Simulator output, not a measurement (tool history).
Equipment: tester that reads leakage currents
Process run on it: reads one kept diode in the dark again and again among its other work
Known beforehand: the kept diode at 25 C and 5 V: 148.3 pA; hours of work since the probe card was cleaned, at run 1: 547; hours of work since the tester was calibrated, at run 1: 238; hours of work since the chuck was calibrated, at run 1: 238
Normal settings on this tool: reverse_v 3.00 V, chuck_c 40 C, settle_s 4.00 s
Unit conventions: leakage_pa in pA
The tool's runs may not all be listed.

run,hour,reverse_v,chuck_c,settle_s,hours of work since the probe card was cleaned,hours of work since the tester was calibrated,hours of work since the chuck was calibrated,leakage_pa
1,0.0,3.00,40,4.00,547,238,238,333.69
2,127.0,2.42,40,4.00,614,305,305,306.98
3,255.0,2.42,40,4.00,682,373,373,306.95
4,431.1,3.00,40,4.00,775,467,467,344.27
5,562.1,3.00,40,4.00,845,536,536,343.45
6,670.3,3.00,40,4.00,902,594,594,347.17
7,799.3,3.00,40,4.00,971,662,662,350.09
8,920.4,3.00,40,4.00,1035,726,726,351.94
9,1071.2,3.00,40,4.00,1115,806,806,356.58
10,1232.2,3.00,40,5.51,1201,892,892,359.52
# hour 1249.3: chuck's temperature calibrated
11,1408.8,3.00,48,4.00,1293,985,85,621.07
12,1536.7,3.00,48,4.00,1361,1052,153,619.43
# hour 1567.8: chuck's temperature calibrated, once more
13,1628.6,3.00,40,4.00,1409,1100,32,334.64
14,1769.3,3.00,40,4.00,1483,1175,107,336.95
15,1926.4,3.00,40,4.00,1567,1258,190,340.22
16,2086.5,3.00,40,4.00,1652,1343,275,343.82
17,2206.5,3.00,24,4.00,1716,1407,339,118.90
18,2285.3,3.39,40,4.00,1757,1449,381,365.89
19,2392.0,3.39,40,4.00,1814,1505,437,369.07
20,2519.4,3.39,49,4.00,1882,1573,505,654.21
21,2623.4,3.39,49,4.00,1937,1628,560,655.33
22,2719.8,1.55,39,0.52,1988,1679,611,246.48
23,2886.6,1.55,26,3.66,2077,1768,700,105.05
24,3010.9,1.55,26,3.66,2142,1834,766,105.38
25,3143.7,1.55,26,3.66,2213,1904,836,106.35
# hour 3162.0: probe card cleaned and baked
26,3235.8,1.55,26,3.66,39,1952,884,104.05
27,3312.6,1.55,26,3.66,80,1992,924,104.29
28,3439.2,3.00,49,4.00,147,2059,992,639.16
29,3616.4,1.87,45,0.75,241,2154,1086,406.86
# hour 3689.3: chuck's temperature calibrated
30,3703.5,1.87,45,0.75,286,2199,8,371.79
31,3863.4,1.40,45,1.02,371,2284,92,326.53
32,3947.8,4.45,22,8.95,416,2328,137,117.75
33,4125.5,3.00,24,0.31,510,2423,232,115.21
34,4206.8,2.61,31,3.15,553,2466,275,177.08
35,4283.6,1.03,40,4.57,594,2507,315,211.20
36,4452.9,3.00,35,0.54,684,2596,405,250.17
37,4627.1,14.70,21,4.00,777,2689,498,203.45
38,4727.9,1.08,40,0.66,830,2742,551,221.57
39,4873.1,1.08,40,0.66,907,2819,628,223.72

Across each entry between runs, compare the hidden state at the last listed run before it with the hidden state at the first listed run after it:
Between runs 10 and 11: chuck's temperature calibrated (hour 1249.3)
  stray current of the dirty probe card, pA a volt: 1.065 -> 1.137; current scale over the true one, %: 0.3 -> 0.35; true chuck temperature over the reading, C: 1.18 -> 1.89
  what was measured, less what the result would be without the hidden state, leakage_pa: +30.41 -> +73.09 pA
Between runs 12 and 13: chuck's temperature calibrated, once more (hour 1567.8)
  stray current of the dirty probe card, pA a volt: 1.193 -> 1.234; current scale over the true one, %: 0.38 -> 0.41; true chuck temperature over the reading, C: 1.99 -> 0.04
  what was measured, less what the result would be without the hidden state, leakage_pa: +76.73 -> +5.89 pA
Between runs 25 and 26: probe card cleaned and baked (hour 3162.0)
  stray current of the dirty probe card, pA a volt: 1.889 -> 0.052; current scale over the true one, %: 0.84 -> 0.86; true chuck temperature over the reading, C: 1.24 -> 1.32
  what was measured, less what the result would be without the hidden state, leakage_pa: +12.42 -> +10.14 pA
Between runs 29 and 30: chuck's temperature calibrated (hour 3689.3)
  stray current of the dirty probe card, pA a volt: 0.214 -> 0.251; current scale over the true one, %: 0.97 -> 0.99; true chuck temperature over the reading, C: 1.61 -> 0.02
  what was measured, less what the result would be without the hidden state, leakage_pa: +43.05 -> +4.65 pA

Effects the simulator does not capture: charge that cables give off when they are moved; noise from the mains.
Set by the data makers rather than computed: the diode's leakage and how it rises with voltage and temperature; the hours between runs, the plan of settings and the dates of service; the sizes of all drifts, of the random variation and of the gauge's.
